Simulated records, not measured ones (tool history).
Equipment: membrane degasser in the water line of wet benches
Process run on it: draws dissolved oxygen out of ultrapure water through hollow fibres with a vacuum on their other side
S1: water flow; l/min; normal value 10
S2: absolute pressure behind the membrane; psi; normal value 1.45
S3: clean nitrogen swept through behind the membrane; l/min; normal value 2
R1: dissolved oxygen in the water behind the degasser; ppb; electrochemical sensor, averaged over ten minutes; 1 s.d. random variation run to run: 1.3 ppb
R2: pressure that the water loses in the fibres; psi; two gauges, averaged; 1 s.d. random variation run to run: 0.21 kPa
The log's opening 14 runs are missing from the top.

{"run": 15, "hour": 826.8, "S1": 13, "S2": 1.45, "S3": 3.39, "R1": 163.9, "R2": 9.76}
{"run": 16, "hour": 901.7, "S1": 13, "S2": 1.45, "S3": 0.87, "R1": 332.4, "R2": 9.799}
{"run": 17, "hour": 975.2, "S1": 9, "S2": 1.28, "S3": 2.71, "R1": 90.4, "R2": 6.753}
{"run": 18, "hour": 1009.2, "S1": 9, "S2": 1.28, "S3": 2.71, "R1": 89.4, "R2": 6.757}
{"run": 19, "hour": 1045.7, "S1": 9, "S2": 1.26, "S3": 2.32, "R1": 99.6, "R2": 6.736}
{"run": 20, "hour": 1101.1, "S1": 9, "S2": 1.26, "S3": 2.32, "R1": 98.5, "R2": 6.743}
{"run": 21, "hour": 1138.3, "S1": 9, "S2": 1.26, "S3": 2.32, "R1": 98.2, "R2": 6.778}
{"run": 22, "hour": 1218.2, "S1": 9, "S2": 1.77, "S3": 2.32, "R1": 129.8, "R2": 6.836}
{"run": 23, "hour": 1266.0, "S1": 10, "S2": 1, "S3": 4.83, "R1": 77, "R2": 7.551}
{"run": 24, "hour": 1341.4, "S1": 8, "S2": 1.45, "S3": 2, "R1": 104.3, "R2": 6.044}
{"run": 25, "hour": 1401.9, "S1": 8, "S2": 3.23, "S3": 2.94, "R1": 164.6, "R2": 6.045}
{"run": 26, "hour": 1476.4, "S1": 8, "S2": 3.23, "S3": 2.94, "R1": 164.4, "R2": 6.071}

The next listed run, before its measurement:
{"run": 27, "hour": 1536.2, "S1": 16, "S2": 1.06, "S3": 2, "R1": "?", "R2": "?"}

R1: 229.3 ppb
R2: 12.157 psi
Take away the tool's hidden state, keep the run-to-run variation as it was, and the same run would have given R1 203.1 ppb, R2 11.673 psi.
